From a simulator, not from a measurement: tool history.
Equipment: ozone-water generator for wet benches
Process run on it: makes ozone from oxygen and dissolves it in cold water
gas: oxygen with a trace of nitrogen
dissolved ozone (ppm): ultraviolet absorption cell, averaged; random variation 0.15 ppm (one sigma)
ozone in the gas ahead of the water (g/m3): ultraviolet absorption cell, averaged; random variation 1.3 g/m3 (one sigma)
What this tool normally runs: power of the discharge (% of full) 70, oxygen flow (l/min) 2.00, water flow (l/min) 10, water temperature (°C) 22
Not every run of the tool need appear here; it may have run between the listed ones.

| run | day | power of the discharge (% of full) | oxygen flow (l/min) | water flow (l/min) | water temperature (°C) | dissolved ozone (ppm) | ozone in the gas ahead of the water (g/m3) |
|---|---|---|---|---|---|---|---|
| 1 | 0.000 | 70 | 2.00 | 10 | 22 | 19.6 | 250.0 |
| 2 | 4.279 | 70 | 2.00 | 10 | 22 | 19.6 | 250.6 |
| 3 | 9.325 | 70 | 2.00 | 10 | 22 | 19.5 | 247.2 |
| 4 | 15.108 | 70 | 2.00 | 9 | 22 | 21.3 | 247.9 |
| 5 | 19.062 | 70 | 3.14 | 10 | 22 | 18.1 | 185.7 |
| 6 | 24.871 | 70 | 3.14 | 10 | 22 | 18.6 | 183.6 |
| 7 | 31.633 | 70 | 3.14 | 10 | 22 | 18.6 | 185.5 |
| 8 | 38.683 | 98 | 2.00 | 10 | 22 | 25.5 | 324.2 |
|  | 44.042 | contactor cleaned |
| 9 | 44.042 | 70 | 2.00 | 10 | 16 | 21.1 | 245.6 |
| 10 | 51.329 | 70 | 2.00 | 10 | 16 | 20.9 | 244.6 |
| 11 | 54.896 | 70 | 2.00 | 10 | 15 | 21.2 | 245.9 |
| 12 | 60.088 | 70 | 2.00 | 10 | 15 | 21.0 | 244.0 |
| 13 | 66.021 | 70 | 2.00 | 6 | 22 | 29.9 | 244.5 |
| 14 | 73.175 | 95 | 1.50 | 12 | 23 | 20.7 | 376.0 |
| 15 | 77.933 | 95 | 1.50 | 12 | 23 | 20.6 | 375.2 |
| 16 | 83.929 | 95 | 1.50 | 12 | 23 | 20.9 | 376.0 |
| 17 | 88.729 | 70 | 1.33 | 10 | 22 | 19.7 | 315.0 |
|  | 90.404 | gauge calibrated |
| 18 | 95.921 | 70 | 1.33 | 10 | 19 | 20.3 | 323.0 |
| 19 | 101.896 | 58 | 2.00 | 10 | 25 | 15.9 | 214.5 |
| 20 | 106.367 | 70 | 2.00 | 15 | 16 | 14.0 | 249.7 |
|  | 108.154 | water thermometer calibrated |
| 21 | 112.592 | 86 | 2.59 | 11 | 18 | 22.0 | 246.3 |
| 22 | 119.267 | 70 | 1.79 | 10 | 22 | 19.6 | 264.9 |
| 23 | 125.721 | 82 | 2.00 | 10 | 22 | 22.4 | 279.1 |
| 24 | 132.858 | 58 | 2.00 | 10 | 15 | 18.2 | 210.3 |
| 25 | 139.562 | 70 | 2.00 | 7 | 26 | 25.2 | 247.6 |
| 26 | 143.588 | 70 | 3.10 | 8 | 28 | 19.6 | 182.5 |

Each row is a separate what-if for the run after 26, all from the same tool condition, not one after another. Results?
| A | 149.475 | 61 | 3.59 | 10 | 22 | ? | ? |
| B | 149.475 | 98 | 2.00 | 10 | 22 | ? | ? |
| C | 149.475 | 71 | 3.10 | 6 | 17 | ? | ? |

| run | dissolved ozone (ppm) | ozone in the gas ahead of the water (g/m3) |
|---|---|---|
| A | 15.9 | 149.4 |
| B | 25.4 | 323.7 |
| C | 30.2 | 187.8 |
Had the tool no hidden state, the same runs would have come out as:
| run | dissolved ozone (ppm) | ozone in the gas ahead of the water (g/m3) |
|---|---|---|
| A | 15.9 | 152.4 |
| B | 25.5 | 330.5 |
| C | 30.3 | 191.6 |

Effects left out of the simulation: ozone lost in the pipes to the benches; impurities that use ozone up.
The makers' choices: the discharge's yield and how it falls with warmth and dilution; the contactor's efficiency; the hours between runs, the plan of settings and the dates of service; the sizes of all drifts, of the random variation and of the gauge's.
